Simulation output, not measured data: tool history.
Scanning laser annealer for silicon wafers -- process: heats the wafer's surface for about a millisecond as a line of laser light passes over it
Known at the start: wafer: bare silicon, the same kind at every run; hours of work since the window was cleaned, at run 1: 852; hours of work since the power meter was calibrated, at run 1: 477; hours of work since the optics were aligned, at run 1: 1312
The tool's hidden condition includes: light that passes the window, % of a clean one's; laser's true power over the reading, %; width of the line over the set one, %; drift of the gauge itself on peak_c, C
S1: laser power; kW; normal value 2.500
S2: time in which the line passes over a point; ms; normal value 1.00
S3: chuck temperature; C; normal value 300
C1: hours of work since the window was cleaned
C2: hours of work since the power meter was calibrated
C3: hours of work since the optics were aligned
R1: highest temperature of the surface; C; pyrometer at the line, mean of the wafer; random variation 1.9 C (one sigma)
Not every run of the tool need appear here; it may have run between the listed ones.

{"run": 1, "hour": 0.0, "S1": 2.5, "S2": 1.0, "S3": 300, "C1": 852, "C2": 477, "C3": 1312, "R1": 1112}
{"run": 2, "hour": 19.3, "S1": 2.5, "S2": 1.0, "S3": 300, "C1": 864, "C2": 489, "C3": 1324, "R1": 1112}
{"run": 3, "hour": 41.9, "S1": 2.5, "S2": 1.0, "S3": 300, "C1": 878, "C2": 503, "C3": 1338, "R1": 1112}
{"hour": 55.0, "done": "window over the wafer cleaned"}
{"run": 4, "hour": 63.3, "S1": 2.5, "S2": 0.79, "S3": 300, "C1": 5, "C2": 515, "C3": 1350, "R1": 1009}
{"run": 5, "hour": 78.5, "S1": 2.5, "S2": 1.0, "S3": 300, "C1": 14, "C2": 524, "C3": 1359, "R1": 1113}
{"run": 6, "hour": 101.9, "S1": 2.5, "S2": 1.0, "S3": 300, "C1": 28, "C2": 538, "C3": 1373, "R1": 1113}
{"run": 7, "hour": 120.1, "S1": 2.5, "S2": 1.0, "S3": 300, "C1": 40, "C2": 549, "C3": 1384, "R1": 1113}
{"run": 8, "hour": 138.1, "S1": 2.5, "S2": 1.0, "S3": 266, "C1": 51, "C2": 560, "C3": 1395, "R1": 1079}
{"run": 9, "hour": 149.8, "S1": 2.5, "S2": 1.0, "S3": 266, "C1": 58, "C2": 567, "C3": 1402, "R1": 1080}
{"run": 10, "hour": 164.5, "S1": 2.5, "S2": 1.0, "S3": 266, "C1": 67, "C2": 576, "C3": 1411, "R1": 1078}
{"run": 11, "hour": 187.7, "S1": 2.5, "S2": 1.0, "S3": 300, "C1": 81, "C2": 590, "C3": 1425, "R1": 1114}
{"run": 12, "hour": 197.9, "S1": 2.5, "S2": 1.0, "S3": 300, "C1": 87, "C2": 596, "C3": 1432, "R1": 1108}
{"run": 13, "hour": 208.6, "S1": 2.5, "S2": 1.0, "S3": 300, "C1": 93, "C2": 603, "C3": 1438, "R1": 1114}
{"run": 14, "hour": 219.7, "S1": 2.5, "S2": 0.88, "S3": 300, "C1": 100, "C2": 610, "C3": 1445, "R1": 1057}
{"run": 15, "hour": 232.5, "S1": 2.5, "S2": 0.88, "S3": 300, "C1": 108, "C2": 617, "C3": 1453, "R1": 1053}
{"run": 16, "hour": 248.8, "S1": 2.5, "S2": 1.21, "S3": 300, "C1": 118, "C2": 627, "C3": 1462, "R1": 1207}
{"run": 17, "hour": 268.8, "S1": 2.5, "S2": 1.21, "S3": 300, "C1": 130, "C2": 639, "C3": 1475, "R1": 1208}
{"run": 18, "hour": 285.4, "S1": 2.5, "S2": 1.02, "S3": 300, "C1": 140, "C2": 650, "C3": 1485, "R1": 1122}
{"run": 19, "hour": 295.9, "S1": 2.5, "S2": 1.02, "S3": 300, "C1": 146, "C2": 656, "C3": 1491, "R1": 1122}
{"run": 20, "hour": 309.0, "S1": 2.5, "S2": 1.02, "S3": 300, "C1": 154, "C2": 664, "C3": 1499, "R1": 1123}
{"run": 21, "hour": 326.6, "S1": 2.231, "S2": 0.75, "S3": 300, "C1": 165, "C2": 675, "C3": 1510, "R1": 897}
{"run": 22, "hour": 344.9, "S1": 2.231, "S2": 0.75, "S3": 300, "C1": 176, "C2": 686, "C3": 1521, "R1": 897}
{"run": 23, "hour": 361.6, "S1": 2.5, "S2": 1.0, "S3": 279, "C1": 186, "C2": 696, "C3": 1531, "R1": 1094}
{"run": 24, "hour": 374.6, "S1": 2.5, "S2": 1.0, "S3": 279, "C1": 194, "C2": 704, "C3": 1539, "R1": 1095}
{"run": 25, "hour": 384.4, "S1": 2.5, "S2": 1.0, "S3": 279, "C1": 200, "C2": 710, "C3": 1545, "R1": 1093}
{"run": 26, "hour": 404.9, "S1": 2.5, "S2": 0.97, "S3": 279, "C1": 213, "C2": 722, "C3": 1557, "R1": 1075}
{"run": 27, "hour": 423.0, "S1": 2.529, "S2": 0.97, "S3": 268, "C1": 224, "C2": 733, "C3": 1568, "R1": 1080}
{"run": 28, "hour": 445.0, "S1": 2.143, "S2": 0.97, "S3": 268, "C1": 237, "C2": 747, "C3": 1582, "R1": 929}
{"run": 29, "hour": 462.3, "S1": 2.143, "S2": 0.97, "S3": 268, "C1": 248, "C2": 757, "C3": 1592, "R1": 928}
{"run": 30, "hour": 484.3, "S1": 2.143, "S2": 0.97, "S3": 268, "C1": 261, "C2": 770, "C3": 1606, "R1": 927}
{"run": 31, "hour": 507.9, "S1": 2.516, "S2": 1.09, "S3": 300, "C1": 275, "C2": 785, "C3": 1620, "R1": 1161}
{"run": 32, "hour": 526.4, "S1": 2.254, "S2": 1.09, "S3": 279, "C1": 287, "C2": 796, "C3": 1631, "R1": 1031}
{"hour": 538.3, "done": "optics aligned, line set to its width"}
{"run": 33, "hour": 544.8, "S1": 2.371, "S2": 1.0, "S3": 330, "C1": 295, "C2": 804, "C3": 4, "R1": 1096}
{"run": 34, "hour": 568.0, "S1": 2.619, "S2": 0.98, "S3": 325, "C1": 309, "C2": 818, "C3": 18, "R1": 1178}
{"run": 35, "hour": 589.6, "S1": 2.197, "S2": 0.81, "S3": 328, "C1": 322, "C2": 831, "C3": 31, "R1": 942}
{"run": 36, "hour": 603.3, "S1": 2.197, "S2": 0.79, "S3": 265, "C1": 330, "C2": 840, "C3": 40, "R1": 870}
{"run": 37, "hour": 617.0, "S1": 2.393, "S2": 0.86, "S3": 333, "C1": 339, "C2": 848, "C3": 48, "R1": 1036}
{"run": 38, "hour": 639.4, "S1": 2.393, "S2": 0.86, "S3": 333, "C1": 352, "C2": 862, "C3": 61, "R1": 1039}
{"run": 39, "hour": 660.0, "S1": 2.393, "S2": 0.86, "S3": 333, "C1": 365, "C2": 874, "C3": 74, "R1": 1042}
{"run": 40, "hour": 684.2, "S1": 2.158, "S2": 1.18, "S3": 296, "C1": 379, "C2": 889, "C3": 89, "R1": 1043}

Branching from run 40: 4 alternative next runs. What would each branch give?
{"run": "A", "hour": 701.4, "S1": 2.158, "S2": 1.19, "S3": 286, "C1": 390, "C2": 899, "C3": 99, "R1": "?"}
{"run": "B", "hour": 701.4, "S1": 2.396, "S2": 1.18, "S3": 267, "C1": 390, "C2": 899, "C3": 99, "R1": "?"}
{"run": "C", "hour": 701.4, "S1": 2.176, "S2": 1.06, "S3": 296, "C1": 390, "C2": 899, "C3": 99, "R1": "?"}
{"run": "D", "hour": 701.4, "S1": 2.327, "S2": 0.99, "S3": 296, "C1": 390, "C2": 899, "C3": 99, "R1": "?"}

run=A R1=1034
run=B R1=1118
run=C R1=1004
run=D R1=1035
With no hidden state in the tool, these same runs would have given:
run=A R1=1035
run=B R1=1118
run=C R1=1005
run=D R1=1036
